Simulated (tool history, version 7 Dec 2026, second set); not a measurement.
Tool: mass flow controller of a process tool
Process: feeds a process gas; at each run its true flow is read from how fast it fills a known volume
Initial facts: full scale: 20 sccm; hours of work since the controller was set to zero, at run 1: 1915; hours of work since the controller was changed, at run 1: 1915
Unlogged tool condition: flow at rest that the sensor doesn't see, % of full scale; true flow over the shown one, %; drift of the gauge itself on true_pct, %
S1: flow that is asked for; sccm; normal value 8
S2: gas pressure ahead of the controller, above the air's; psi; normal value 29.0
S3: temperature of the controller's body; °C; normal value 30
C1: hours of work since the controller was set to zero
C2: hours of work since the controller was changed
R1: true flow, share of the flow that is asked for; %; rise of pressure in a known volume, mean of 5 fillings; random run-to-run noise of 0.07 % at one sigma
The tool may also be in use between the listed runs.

Run 1, day 0.000: usual settings; C1 1915; C2 1915. Result: R1 101.28 %.
Run 2, day 3.292: usual settings but S1 5 sccm; C1 1966; C2 1966. Result: R1 101.86 %.
Run 3, day 7.308: usual settings but S2 39.2 psi; C1 2028; C2 2028. Result: R1 101.20 %.
Run 4, day 10.942: usual settings but S2 39.2 psi; C1 2084; C2 2084. Result: R1 101.37 %.
Run 5, day 15.871: usual settings but S1 4 sccm; C1 2160; C2 2160. Result: R1 102.86 %.
Run 6, day 19.825: usual settings but S2 30.9 psi; C1 2222; C2 2222. Result: R1 101.70 %.
Run 7, day 22.267: usual settings; C1 2260; C2 2260. Result: R1 101.64 %.
Run 8, day 24.758: usual settings; C1 2298; C2 2298. Result: R1 101.91 %.
Run 9, day 28.312: usual settings; C1 2353; C2 2353. Result: R1 101.83 %.
Run 10, day 33.342: usual settings; C1 2431; C2 2431. Result: R1 101.92 %.
Run 11, day 35.883: usual settings; C1 2470; C2 2470. Result: R1 102.11 %.
At day 36.354: controller's zero set anew.
Run 12, day 39.667: usual settings; C1 51; C2 2529. Result: R1 102.78 %.
Run 13, day 43.412: usual settings but S1 15 sccm, S2 21.2 psi, S3 34 °C; C1 109; C2 2587. Result: R1 102.45 %.
Run 14, day 47.075: usual settings but S1 10 sccm, S2 20.5 psi, S3 34 °C; C1 166; C2 2643. Result: R1 102.95 %.
Run 15, day 50.071: usual settings but S1 16 sccm, S3 29 °C; C1 212; C2 2690. Result: R1 102.57 %.
Run 16, day 54.050: usual settings but S1 6 sccm, S2 31.0 psi, S3 38 °C; C1 274; C2 2752. Result: R1 103.68 %.
Run 17, day 56.988: usual settings but S1 5 sccm, S2 40.0 psi, S3 28 °C; C1 320; C2 2797. Result: R1 104.16 %.
Run 18, day 59.233: usual settings but S1 11 sccm, S3 31 °C; C1 354; C2 2832. Result: R1 102.73 %.
Run 19, day 62.400: usual settings but S1 2 sccm, S2 34.1 psi, S3 27 °C; C1 403; C2 2881. Result: R1 110.37 %.
At day 64.775: controller's zero set anew, once more.
Run 20, day 67.212: usual settings but S1 5 sccm, S2 34.1 psi, S3 23 °C; C1 38; C2 2955. Result: R1 100.31 %.
Run 21, day 70.892: usual settings but S1 5 sccm, S2 34.1 psi, S3 23 °C; C1 95; C2 3012. Result: R1 100.39 %.
Run 22, day 75.758: usual settings but S1 5 sccm, S2 21.3 psi, S3 23 °C; C1 170; C2 3087. Result: R1 100.76 %.
Run 23, day 79.433: usual settings but S1 5 sccm, S2 36.3 psi, S3 20 °C; C1 227; C2 3144. Result: R1 100.49 %.

5 options for the next run, each taken on its own from the tool as it stands now. Forecast them:
Run A, day 82.550: usual settings but S1 5 sccm, S2 24.4 psi, S3 20 °C; C1 275; C2 3193. Result: R1 ?.
Run B, day 82.550: usual settings but S1 18 sccm, S2 29.9 psi, S3 25 °C; C1 275; C2 3193. Result: R1 ?.
Run C, day 82.550: usual settings but S3 37 °C; C1 275; C2 3193. Result: R1 ?.
Run D, day 82.550: usual settings but S1 4 sccm, S2 36.7 psi, S3 36 °C; C1 275; C2 3193. Result: R1 ?.
Run E, day 82.550: usual settings but S1 5 sccm, S2 36.3 psi, S3 35 °C; C1 275; C2 3193. Result: R1 ?.

run      R1
  A  100.91
  B  101.62
  C  101.14
  D  100.89
  E  100.79
The same runs, with their run-to-run variation unchanged, on a tool lacking any hidden condition would have given:
run     R1
  A  98.61
  B  99.66
  C  99.01
  D  98.48
  E  98.49

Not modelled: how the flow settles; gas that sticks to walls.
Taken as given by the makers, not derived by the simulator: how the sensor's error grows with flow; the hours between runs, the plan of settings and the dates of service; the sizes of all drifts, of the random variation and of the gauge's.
